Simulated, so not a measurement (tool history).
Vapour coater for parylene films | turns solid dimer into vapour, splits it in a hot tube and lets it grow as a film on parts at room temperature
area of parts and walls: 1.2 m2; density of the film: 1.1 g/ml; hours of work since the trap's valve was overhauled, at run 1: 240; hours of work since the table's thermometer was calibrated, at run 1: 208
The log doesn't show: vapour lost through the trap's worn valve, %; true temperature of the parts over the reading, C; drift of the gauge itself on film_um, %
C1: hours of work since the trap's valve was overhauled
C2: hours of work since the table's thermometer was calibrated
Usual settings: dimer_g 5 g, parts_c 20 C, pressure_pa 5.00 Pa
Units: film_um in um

run 1 hour=0.0 | dimer_g=5 parts_c=20 pressure_pa=5.00 | C1=240 C2=208 | film_um=1.61
run 2 hour=41.7 | dimer_g=2 parts_c=20 pressure_pa=5.00 | C1=260 C2=228 | film_um=0.64
run 3 hour=70.6 | dimer_g=2 parts_c=20 pressure_pa=5.00 | C1=274 C2=242 | film_um=0.66
run 4 hour=104.9 | dimer_g=5 parts_c=20 pressure_pa=5.00 | C1=290 C2=258 | film_um=1.58
run 5 hour=134.5 | dimer_g=5 parts_c=20 pressure_pa=5.00 | C1=305 C2=272 | film_um=1.57
run 6 hour=168.4 | dimer_g=5 parts_c=20 pressure_pa=5.00 | C1=321 C2=288 | film_um=1.56
run 7 hour=202.3 | dimer_g=5 parts_c=20 pressure_pa=5.00 | C1=337 C2=304 | film_um=1.56
run 8 hour=230.9 | dimer_g=5 parts_c=20 pressure_pa=5.00 | C1=350 C2=318 | film_um=1.56
run 9 hour=255.1 | dimer_g=5 parts_c=20 pressure_pa=2.40 | C1=362 C2=330 | film_um=1.66
run 10 hour=280.0 | dimer_g=4 parts_c=20 pressure_pa=5.00 | C1=374 C2=341 | film_um=1.23
run 11 hour=323.0 | dimer_g=4 parts_c=20 pressure_pa=5.00 | C1=394 C2=362 | film_um=1.22
run 12 hour=367.3 | dimer_g=5 parts_c=20 pressure_pa=5.00 | C1=415 C2=383 | film_um=1.54
run 13 hour=402.4 | dimer_g=5 parts_c=20 pressure_pa=5.00 | C1=432 C2=400 | film_um=1.51
run 14 hour=433.7 | dimer_g=5 parts_c=20 pressure_pa=5.00 | C1=447 C2=415 | film_um=1.52
run 15 hour=458.0 | dimer_g=5 parts_c=20 pressure_pa=5.00 | C1=459 C2=426 | film_um=1.50
run 16 hour=482.5 | dimer_g=5 parts_c=20 pressure_pa=5.00 | C1=470 C2=438 | film_um=1.53
run 17 hour=504.9 | dimer_g=5 parts_c=20 pressure_pa=5.00 | C1=481 C2=449 | film_um=1.49
-- hour=509.4 table's thermometer calibrated
run 18 hour=527.4 | dimer_g=5 parts_c=20 pressure_pa=5.00 | C1=491 C2=9 | film_um=1.47
run 19 hour=559.7 | dimer_g=5 parts_c=20 pressure_pa=5.00 | C1=507 C2=24 | film_um=1.49
-- hour=571.4 trap's valve overhauled
run 20 hour=598.8 | dimer_g=5 parts_c=20 pressure_pa=5.00 | C1=13 C2=41 | film_um=1.64
-- hour=628.6 table's thermometer calibrated, once more
run 21 hour=641.4 | dimer_g=6 parts_c=14 pressure_pa=5.00 | C1=33 C2=6 | film_um=2.70
run 22 hour=668.8 | dimer_g=5 parts_c=14 pressure_pa=5.00 | C1=46 C2=19 | film_um=2.26
run 23 hour=692.8 | dimer_g=5 parts_c=14 pressure_pa=5.00 | C1=57 C2=31 | film_um=2.22
run 24 hour=727.1 | dimer_g=5 parts_c=14 pressure_pa=5.00 | C1=74 C2=47 | film_um=2.25
run 25 hour=775.6 | dimer_g=5 parts_c=15 pressure_pa=5.00 | C1=97 C2=70 | film_um=2.12
run 26 hour=821.8 | dimer_g=5 parts_c=15 pressure_pa=5.00 | C1=119 C2=92 | film_um=2.10
run 27 hour=857.8 | dimer_g=5 parts_c=15 pressure_pa=5.00 | C1=136 C2=109 | film_um=2.06
run 28 hour=906.9 | dimer_g=5 parts_c=27 pressure_pa=10.20 | C1=159 C2=133 | film_um=1.09
run 29 hour=947.5 | dimer_g=8 parts_c=25 pressure_pa=2.67 | C1=179 C2=152 | film_um=2.22
run 30 hour=972.9 | dimer_g=2 parts_c=20 pressure_pa=5.84 | C1=191 C2=164 | film_um=0.64
run 31 hour=999.5 | dimer_g=3 parts_c=25 pressure_pa=9.95 | C1=203 C2=177 | film_um=0.69
run 32 hour=1034.6 | dimer_g=3 parts_c=13 pressure_pa=3.97 | C1=220 C2=193 | film_um=1.38
run 33 hour=1083.4 | dimer_g=3 parts_c=13 pressure_pa=3.97 | C1=243 C2=217 | film_um=1.36
run 34 hour=1119.7 | dimer_g=5 parts_c=13 pressure_pa=5.00 | C1=261 C2=234 | film_um=2.21
run 35 hour=1162.2 | dimer_g=3 parts_c=25 pressure_pa=4.02 | C1=281 C2=254 | film_um=0.78
run 36 hour=1199.3 | dimer_g=3 parts_c=23 pressure_pa=3.32 | C1=299 C2=272 | film_um=0.86
run 37 hour=1226.3 | dimer_g=2 parts_c=27 pressure_pa=11.10 | C1=312 C2=285 | film_um=0.44
run 38 hour=1264.3 | dimer_g=5 parts_c=26 pressure_pa=5.00 | C1=330 C2=303 | film_um=1.17
run 39 hour=1286.5 | dimer_g=5 parts_c=26 pressure_pa=5.00 | C1=340 C2=313 | film_um=1.16
run 40 hour=1327.2 | dimer_g=5 parts_c=26 pressure_pa=5.00 | C1=360 C2=333 | film_um=1.16

The same runs without the tool's hidden state, with the same run-to-run variation:
run=1 film_um=1.72
run=2 film_um=0.69
run=3 film_um=0.71
run=4 film_um=1.72
run=5 film_um=1.72
run=6 film_um=1.71
run=7 film_um=1.72
run=8 film_um=1.73
run=9 film_um=1.85
run=10 film_um=1.37
run=11 film_um=1.37
run=12 film_um=1.74
run=13 film_um=1.72
run=14 film_um=1.73
run=15 film_um=1.72
run=16 film_um=1.75
run=17 film_um=1.72
run=18 film_um=1.71
run=19 film_um=1.74
run=20 film_um=1.71
run=21 film_um=2.73
run=22 film_um=2.29
run=23 film_um=2.26
run=24 film_um=2.30
run=25 film_um=2.19
run=26 film_um=2.17
run=27 film_um=2.14
run=28 film_um=1.15
run=29 film_um=2.34
run=30 film_um=0.68
run=31 film_um=0.73
run=32 film_um=1.47
run=33 film_um=1.46
run=34 film_um=2.39
run=35 film_um=0.85
run=36 film_um=0.94
run=37 film_um=0.48
run=38 film_um=1.29
run=39 film_um=1.28
run=40 film_um=1.30
